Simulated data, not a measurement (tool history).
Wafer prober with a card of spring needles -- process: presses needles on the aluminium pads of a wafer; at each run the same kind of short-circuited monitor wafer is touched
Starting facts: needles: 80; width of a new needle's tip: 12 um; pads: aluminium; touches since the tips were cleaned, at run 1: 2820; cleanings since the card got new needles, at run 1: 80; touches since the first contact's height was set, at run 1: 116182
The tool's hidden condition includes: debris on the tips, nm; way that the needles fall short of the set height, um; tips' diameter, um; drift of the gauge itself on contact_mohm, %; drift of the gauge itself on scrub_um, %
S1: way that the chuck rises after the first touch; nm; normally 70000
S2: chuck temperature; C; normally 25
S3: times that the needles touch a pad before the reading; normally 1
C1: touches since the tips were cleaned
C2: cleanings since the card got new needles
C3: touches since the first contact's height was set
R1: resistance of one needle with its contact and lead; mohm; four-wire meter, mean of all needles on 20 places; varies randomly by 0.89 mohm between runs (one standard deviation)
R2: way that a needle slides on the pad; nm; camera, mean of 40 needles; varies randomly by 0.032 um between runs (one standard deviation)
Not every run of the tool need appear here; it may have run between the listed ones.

run 1 hour=0 | S1=70000 S2=25 S3=1 | C1=2820 C2=80 C3=116182 | R1=231.8 R2=17940
-- hour=1.8 tips cleaned on abrasive film
-- hour=10.6 tips cleaned on abrasive film
-- hour=17.7 tips cleaned on abrasive film
-- hour=26.5 tips cleaned on abrasive film
-- hour=34 tips cleaned on abrasive film
run 2 hour=34 | S1=70000 S2=25 S3=1 | C1=0 C2=85 C3=130105 | R1=225.4 R2=17590
-- hour=42.8 tips cleaned on abrasive film
-- hour=49.9 tips cleaned on abrasive film
-- hour=58.7 tips cleaned on abrasive film
-- hour=65.8 tips cleaned on abrasive film
-- hour=74.6 tips cleaned on abrasive film
run 3 hour=79.9 | S1=70000 S2=25 S3=1 | C1=2212 C2=90 C3=148923 | R1=233.2 R2=17650
-- hour=81.8 tips cleaned on abrasive film
-- hour=90.5 tips cleaned on abrasive film
-- hour=99.3 tips cleaned on abrasive film
-- hour=106.4 tips cleaned on abrasive film
-- hour=111.9 height of the first contact set anew
run 4 hour=112 | S1=70000 S2=25 S3=1 | C1=2179 C2=94 C3=12 | R1=231.6 R2=18410
-- hour=113.8 tips cleaned on abrasive film
-- hour=120.8 tips cleaned on abrasive film
-- hour=129.6 tips cleaned on abrasive film
-- hour=138.4 tips cleaned on abrasive film
-- hour=147.2 tips cleaned on abrasive film
run 5 hour=149.5 | S1=70000 S2=25 S3=1 | C1=954 C2=99 C3=15402 | R1=229.7 R2=18320
-- hour=154.9 tips cleaned on abrasive film
-- hour=163.7 tips cleaned on abrasive film
-- hour=165.5 tips cleaned on abrasive film, once more
-- hour=172.6 tips cleaned on abrasive film
run 6 hour=177.1 | S1=70000 S2=25 S3=1 | C1=1889 C2=103 C3=26679 | R1=232.4 R2=18340
-- hour=180.7 tips cleaned on abrasive film
-- hour=189.5 tips cleaned on abrasive film
-- hour=198.3 tips cleaned on abrasive film
-- hour=207.1 tips cleaned on abrasive film
-- hour=215.9 tips cleaned on abrasive film
-- hour=224.7 tips cleaned on abrasive film
run 7 hour=229.5 | S1=70000 S2=25 S3=1 | C1=2000 C2=109 C3=48173 | R1=233.7 R2=18270
-- hour=233.1 tips cleaned on abrasive film
-- hour=241.9 tips cleaned on abrasive film
-- hour=250.7 tips cleaned on abrasive film
run 8 hour=257.1 | S1=70000 S2=25 S3=1 | C1=2657 C2=112 C3=59496 | R1=236.1 R2=18130
-- hour=258.9 tips cleaned on abrasive film
-- hour=266 tips cleaned on abrasive film
-- hour=274.8 tips cleaned on abrasive film
-- hour=283.6 tips cleaned on abrasive film
-- hour=292.4 tips cleaned on abrasive film
-- hour=300.2 tips cleaned on abrasive film
run 9 hour=300.2 | S1=70000 S2=51 S3=1 | C1=0 C2=118 C3=77129 | R1=232.5 R2=18080
-- hour=309 tips cleaned on abrasive film
-- hour=317.7 tips cleaned on abrasive film
-- hour=324.8 tips cleaned on abrasive film
-- hour=333.6 tips cleaned on abrasive film
-- hour=342.4 tips cleaned on abrasive film
-- hour=351.2 tips cleaned on abrasive film
run 10 hour=354.3 | S1=70000 S2=51 S3=1 | C1=1272 C2=124 C3=99340 | R1=237.2 R2=17960
-- hour=359.6 tips cleaned on abrasive film
-- hour=368.4 tips cleaned on abrasive film
-- hour=377.2 tips cleaned on abrasive film
run 11 hour=377.4 | S1=70000 S2=51 S3=1 | C1=94 C2=127 C3=108822 | R1=231.7 R2=17940
-- hour=384.5 tips cleaned on abrasive film
-- hour=393.3 tips cleaned on abrasive film
-- hour=402.1 tips cleaned on abrasive film
-- hour=410.9 tips cleaned on abrasive film
run 12 hour=415.2 | S1=70000 S2=51 S3=1 | C1=1822 C2=131 C3=124359 | R1=238.4 R2=17910
-- hour=418.8 tips cleaned on abrasive film
-- hour=427.6 tips cleaned on abrasive film
-- hour=434.7 tips cleaned on abrasive film
-- hour=443.5 tips cleaned on abrasive film
-- hour=452.3 tips cleaned on abrasive film
-- hour=461.1 tips cleaned on abrasive film
run 13 hour=466.1 | S1=70000 S2=51 S3=1 | C1=2085 C2=137 C3=145217 | R1=243 R2=17840
-- hour=469.7 tips cleaned on abrasive film
-- hour=478.5 tips cleaned on abrasive film
-- hour=487.3 tips cleaned on abrasive film
run 14 hour=488.9 | S1=70000 S2=51 S3=1 | C1=692 C2=140 C3=154574 | R1=235.2 R2=17830
-- hour=496 tips cleaned on abrasive film
-- hour=503.1 tips cleaned on abrasive film
-- hour=506.8 height of the first contact set anew
-- hour=512.2 tips cleaned on abrasive film
-- hour=519.2 tips cleaned on abrasive film
-- hour=528 tips cleaned on abrasive film
-- hour=536.8 tips cleaned on abrasive film
run 15 hour=538.1 | S1=70000 S2=51 S3=1 | C1=525 C2=146 C3=12799 | R1=236.3 R2=18420
-- hour=545.1 tips cleaned on abrasive film
-- hour=552.2 tips cleaned on abrasive film
-- hour=561 tips cleaned on abrasive film
run 16 hour=566.3 | S1=70000 S2=51 S3=1 | C1=2204 C2=149 C3=24389 | R1=241.9 R2=18340
-- hour=568.2 tips cleaned on abrasive film
-- hour=575.2 tips cleaned on abrasive film
-- hour=584 tips cleaned on abrasive film
-- hour=591.1 tips cleaned on abrasive film
run 17 hour=595.5 | S1=70000 S2=66 S3=1 | C1=1821 C2=153 C3=36333 | R1=244.2 R2=18310
-- hour=599 tips cleaned on abrasive film
-- hour=606.1 tips cleaned on abrasive film
-- hour=614.9 tips cleaned on abrasive film
-- hour=623.7 tips cleaned on abrasive film
-- hour=632.5 tips cleaned on abrasive film
-- hour=641.3 tips cleaned on abrasive film
run 18 hour=644.7 | S1=70000 S2=66 S3=1 | C1=1416 C2=159 C3=56521 | R1=243.6 R2=18160
-- hour=650 tips cleaned on abrasive film
-- hour=658.8 tips cleaned on abrasive film
-- hour=667.6 tips cleaned on abrasive film
-- hour=674.7 tips cleaned on abrasive film
-- hour=683.5 tips cleaned on abrasive film
run 19 hour=689.9 | S1=54000 S2=106 S3=1 | C1=2654 C2=164 C3=75060 | R1=271.7 R2=13900
-- hour=691.7 tips cleaned on abrasive film
-- hour=698.8 tips cleaned on abrasive film
-- hour=707.6 tips cleaned on abrasive film
-- hour=716.4 tips cleaned on abrasive film
run 20 hour=720.7 | S1=86000 S2=27 S3=2 | C1=1778 C2=168 C3=87668 | R1=224.7 R2=22330
-- hour=724.2 tips cleaned on abrasive film
-- hour=733 tips cleaned on abrasive film
-- hour=741.8 tips cleaned on abrasive film
-- hour=750.6 tips cleaned on abrasive film
-- hour=757.7 tips cleaned on abrasive film
-- hour=766.5 tips cleaned on abrasive film
-- hour=774.7 tips cleaned on abrasive film
run 21 hour=774.7 | S1=86000 S2=25 S3=2 | C1=0 C2=175 C3=109790 | R1=222.9 R2=22210
-- hour=783.4 tips cleaned on abrasive film
-- hour=790.5 tips cleaned on abrasive film
-- hour=799.3 tips cleaned on abrasive film
-- hour=808.1 tips cleaned on abrasive film
run 22 hour=809.7 | S1=86000 S2=25 S3=2 | C1=661 C2=179 C3=124170 | R1=224.9 R2=22180
-- hour=816.8 tips cleaned on abrasive film
-- hour=823.8 tips cleaned on abrasive film
-- hour=832.6 tips cleaned on abrasive film
-- hour=841.4 tips cleaned on abrasive film
run 23 hour=841.6 | S1=86000 S2=25 S3=2 | C1=77 C2=183 C3=137244 | R1=223.8 R2=22100
-- hour=848.7 tips cleaned on abrasive film
-- hour=857.5 tips cleaned on abrasive film
-- hour=865.5 tips cleaned on abrasive film
run 24 hour=865.5 | S1=70000 S2=98 S3=2 | C1=0 C2=186 C3=147043 | R1=244.8 R2=17820
-- hour=874.3 tips cleaned on abrasive film
-- hour=881.4 tips cleaned on abrasive film
-- hour=890.2 tips cleaned on abrasive film
-- hour=897.2 tips cleaned on abrasive film
-- hour=901 height of the first contact set anew
-- hour=906.3 tips cleaned on abrasive film
-- hour=915.1 tips cleaned on abrasive film
run 25 hour=920.4 | S1=55000 S2=121 S3=2 | C1=2188 C2=192 C3=7964 | R1=268.1 R2=14460

Predict each of these 3 candidate next runs independently; none follows another, all start after run 25:
-- hour=922.2 tips cleaned on abrasive film
-- hour=931 tips cleaned on abrasive film
-- hour=939.8 tips cleaned on abrasive film
-- hour=948.6 tips cleaned on abrasive film
-- hour=957.4 tips cleaned on abrasive film
-- hour=964.5 tips cleaned on abrasive film
run A hour=966.8 | S1=82000 S2=74 S3=2 | C1=968 C2=198 C3=26980 | R1=? R2=?
-- hour=922.2 tips cleaned on abrasive film
-- hour=931 tips cleaned on abrasive film
-- hour=939.8 tips cleaned on abrasive film
-- hour=948.6 tips cleaned on abrasive film
-- hour=957.4 tips cleaned on abrasive film
-- hour=964.5 tips cleaned on abrasive film
run B hour=966.8 | S1=83000 S2=81 S3=1 | C1=968 C2=198 C3=26980 | R1=? R2=?
-- hour=922.2 tips cleaned on abrasive film
-- hour=931 tips cleaned on abrasive film
-- hour=939.8 tips cleaned on abrasive film
-- hour=948.6 tips cleaned on abrasive film
-- hour=957.4 tips cleaned on abrasive film
-- hour=964.5 tips cleaned on abrasive film
run C hour=966.8 | S1=55000 S2=121 S3=3 | C1=968 C2=198 C3=26980 | R1=? R2=?

run=A R1=238.9 R2=21460
run=B R1=242.5 R2=21710
run=C R1=260.4 R2=14370
Stripped of hidden state, with their random variation kept, the same runs would have yielded:
run=A R1=231.8 R2=21570
run=B R1=233.8 R2=21820
run=C R1=249.7 R2=14470
